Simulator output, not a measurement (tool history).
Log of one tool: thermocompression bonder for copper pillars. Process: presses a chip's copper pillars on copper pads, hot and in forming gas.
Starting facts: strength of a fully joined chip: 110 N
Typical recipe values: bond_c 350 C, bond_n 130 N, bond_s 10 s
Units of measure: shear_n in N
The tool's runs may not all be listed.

Run 1, day 0: usual settings. Result: shear_n 37.1 N.
Run 2, day 0.629: usual settings. Result: shear_n 38 N.
Run 3, day 1.512: usual settings. Result: shear_n 38.2 N.
Run 4, day 2.679: usual settings. Result: shear_n 37.2 N.
Run 5, day 4.038: usual settings. Result: shear_n 38.6 N.
Run 6, day 5.292: usual settings. Result: shear_n 38.1 N.
Run 7, day 6.183: usual settings. Result: shear_n 37 N.
Run 8, day 6.812: usual settings. Result: shear_n 37.3 N.
Run 9, day 7.804: usual settings. Result: shear_n 38.3 N.
Run 10, day 9.196: usual settings. Result: shear_n 36.6 N.
Run 11, day 10.267: usual settings. Result: shear_n 36.5 N.
Run 12, day 11.279: usual settings but bond_n 153 N. Result: shear_n 39.2 N.
Run 13, day 12.55: usual settings but bond_n 153 N. Result: shear_n 39.8 N.
Run 14, day 13.417: usual settings but bond_n 153 N. Result: shear_n 39.8 N.
Run 15, day 14.717: usual settings but bond_c 330 C, bond_n 78 N. Result: shear_n 21.3 N.
Run 16, day 15.625: usual settings but bond_c 330 C, bond_n 78 N. Result: shear_n 22.2 N.
Run 17, day 16.658: usual settings but bond_c 356 C. Result: shear_n 37.8 N.
Run 18, day 17.925: usual settings but bond_c 377 C, bond_n 94 N, bond_s 23 s. Result: shear_n 51 N.
Run 19, day 19.167: usual settings but bond_c 331 C, bond_n 133 N, bond_s 6 s. Result: shear_n 25 N.
Run 20, day 19.912: usual settings but bond_c 361 C, bond_s 6 s. Result: shear_n 32 N.
Run 21, day 20.762: usual settings but bond_c 370 C, bond_n 117 N. Result: shear_n 40.1 N.
At day 21.167: forming gas filter changed.
Run 22, day 21.962: usual settings but bond_c 370 C, bond_n 117 N. Result: shear_n 43.9 N.
Run 23, day 23.275: usual settings but bond_n 159 N, bond_s 24 s. Result: shear_n 59.9 N.
Run 24, day 24.338: usual settings but bond_c 348 C, bond_n 101 N. Result: shear_n 33.7 N.
Run 25, day 25.338: usual settings but bond_c 348 C, bond_n 101 N, bond_s 9 s. Result: shear_n 31.9 N.

Below are 4 alternative next runs, each starting from the tool's condition after run 25. Predict each:
Run A, day 26.408: usual settings but bond_c 370 C, bond_n 172 N, bond_s 7 s. Result: shear_n ?.
Run B, day 26.408: usual settings but bond_s 23 s. Result: shear_n ?.
Run C, day 26.408: usual settings but bond_c 337 C, bond_n 85 N, bond_s 6 s. Result: shear_n ?.
Run D, day 26.408: usual settings. Result: shear_n ?.

run  shear_n
  A     46.3
  B     53.3
  C       22
  D     38.8
With no hidden state in the tool, these same runs would have given:
run  shear_n
  A       49
  B     56.4
  C     23.6
  D     41.4
